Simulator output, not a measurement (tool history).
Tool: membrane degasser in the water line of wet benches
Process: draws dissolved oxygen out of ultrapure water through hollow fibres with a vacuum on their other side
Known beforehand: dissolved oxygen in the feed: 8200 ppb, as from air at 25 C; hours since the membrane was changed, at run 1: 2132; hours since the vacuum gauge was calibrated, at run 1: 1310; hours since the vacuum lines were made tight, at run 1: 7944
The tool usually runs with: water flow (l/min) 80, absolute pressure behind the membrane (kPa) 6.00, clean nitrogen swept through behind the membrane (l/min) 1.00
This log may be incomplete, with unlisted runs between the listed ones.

run,hour,water flow (l/min),absolute pressure behind the membrane (kPa),clean nitrogen swept through behind the membrane (l/min),hours since the membrane was changed,hours since the vacuum gauge was calibrated,hours since the vacuum lines were made tight,dissolved oxygen in the water behind the degasser (ppb),pressure that the water loses in the fibres (kPa)
1,0.0,80,6.00,1.00,2132,1310,7944,591.6,47.02
2,233.6,80,6.00,1.00,2366,1543,8178,596.6,47.28
3,379.7,80,8.95,1.00,2512,1689,8324,926.6,47.29
4,540.5,80,4.41,1.00,2672,1850,8485,409.3,47.29
5,748.8,63,6.00,1.00,2881,2058,8693,430.5,37.42
6,872.0,80,6.00,0.87,3004,2182,8816,646.2,47.18
# hour 946.1: seals of the vacuum lines changed
7,981.2,75,10.22,0.41,3111,2289,35,1535.1,44.48
8,1093.7,80,7.79,1.39,3224,2401,148,696.1,47.28
9,1194.7,56,5.14,1.51,3325,2502,249,234.2,33.17
10,1412.3,56,5.14,1.51,3542,2720,466,235.4,33.16
11,1615.8,56,5.14,0.55,3746,2923,670,404.8,33.37

Alternative continuations, all from the tool just after run 11; predict every row:
A,1810.8,56,11.75,0.56,3941,3118,865,?,?
B,1810.8,125,12.53,1.00,3941,3118,865,?,?
C,1810.8,110,7.80,1.48,3941,3118,865,?,?
D,1810.8,80,4.75,1.68,3941,3118,865,?,?
E,1810.8,80,9.69,1.00,3941,3118,865,?,?

run,dissolved oxygen in the water behind the degasser (ppb),pressure that the water loses in the fibres (kPa)
A,1288.1,33.62
B,1989.8,74.63
C,1053.3,66.00
D,387.7,47.73
E,1038.8,47.72
Had the tool no hidden state, the same runs would have come out as:
run,dissolved oxygen in the water behind the degasser (ppb),pressure that the water loses in the fibres (kPa)
A,1257.2,32.71
B,1932.9,72.61
C,998.2,64.22
D,349.7,46.44
E,998.1,46.43

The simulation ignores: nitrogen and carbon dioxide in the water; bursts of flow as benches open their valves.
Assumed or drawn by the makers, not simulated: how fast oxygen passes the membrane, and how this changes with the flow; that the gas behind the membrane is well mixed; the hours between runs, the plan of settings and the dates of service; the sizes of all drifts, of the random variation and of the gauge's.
